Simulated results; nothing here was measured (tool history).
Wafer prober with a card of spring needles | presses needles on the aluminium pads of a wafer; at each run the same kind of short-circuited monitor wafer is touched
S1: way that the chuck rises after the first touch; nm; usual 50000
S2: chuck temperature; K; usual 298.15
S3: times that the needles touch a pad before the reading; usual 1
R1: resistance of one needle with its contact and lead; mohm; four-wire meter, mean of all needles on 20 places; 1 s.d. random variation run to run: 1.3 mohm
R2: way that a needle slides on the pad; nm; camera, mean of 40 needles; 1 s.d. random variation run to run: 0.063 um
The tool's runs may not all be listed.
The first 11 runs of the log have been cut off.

run   hour     S1      S2  S3   R1     R2
     123.5  -- tips cleaned on abrasive film
 12  124.5  44000  298.15   3  139  10180
 13  132.6  44000  298.15   3  188  10080
 14  138.2  50000  298.15   1  291  11500
     139.3  -- tips cleaned on abrasive film
 15  148.4  50000  298.15   1  287  11600
     154.5  -- tips cleaned on abrasive film
 16  158.8  50000  298.15   1  244  11630
     170.0  -- tips cleaned on abrasive film
 17  170.0  50000  298.15   1  124  11530
 18  182.4  51000  298.15   3  174  11790
     185.4  -- tips cleaned on abrasive film
 19  195.1  51000  372.15   1  271  11810
     201.1  -- tips cleaned on abrasive film
 20  209.0  51000  372.15   1  269  11670
     216.8  -- tips cleaned on abrasive film
 21  222.2  57000  362.15   1  234  13270
 22  228.5  52000  394.15   1  270  11930
     232.4  -- tips cleaned on abrasive film
 23  239.4  52000  394.15   1  261  11970
 24  246.4  31000  311.15   3  290   6860
     248.1  -- tips cleaned on abrasive film
 25  256.1  39000  311.15   3  214   8710
 26  261.8  54000  327.15   2  207  12410
     264.1  -- tips cleaned on abrasive film
     264.4  -- height of the first contact set anew
 27  272.6  54000  327.15   2  194  12990
     280.2  -- tips cleaned on abrasive film
 28  282.3  54000  322.15   3  141  12960
 29  292.8  54000  300.15   2  200  12900
     296.0  -- tips cleaned on abrasive film
 30  299.2  69000  298.15   1  178  16670
 31  307.0  65000  298.15   2  172  15520
     312.0  -- tips cleaned on abrasive film
 32  316.9  65000  317.15   1  199  15430
     327.2  -- tips cleaned on abrasive film
 33  328.3  67000  368.15   1  145  16070
 34  339.4  50000  380.15   2  213  11840

Consider 3 possible next runs. They are alternatives, not a sequence: every one starts from the tool as it was left by run 34. What does each give?
     343.0  -- tips cleaned on abrasive film
  A  350.0  50000  380.15   3   ?   ?
     343.0  -- tips cleaned on abrasive film
  B  350.0  48000  322.15   3   ?   ?
     343.0  -- tips cleaned on abrasive film
  C  350.0  50000  394.15   1   ?   ?

run   R1     R2
  A  174  11960
  B  172  11370
  C  264  11920
Without the tool's unlogged condition, the same runs would have read:
run   R1     R2
  A  121  12070
  B  110  11480
  C  122  12030

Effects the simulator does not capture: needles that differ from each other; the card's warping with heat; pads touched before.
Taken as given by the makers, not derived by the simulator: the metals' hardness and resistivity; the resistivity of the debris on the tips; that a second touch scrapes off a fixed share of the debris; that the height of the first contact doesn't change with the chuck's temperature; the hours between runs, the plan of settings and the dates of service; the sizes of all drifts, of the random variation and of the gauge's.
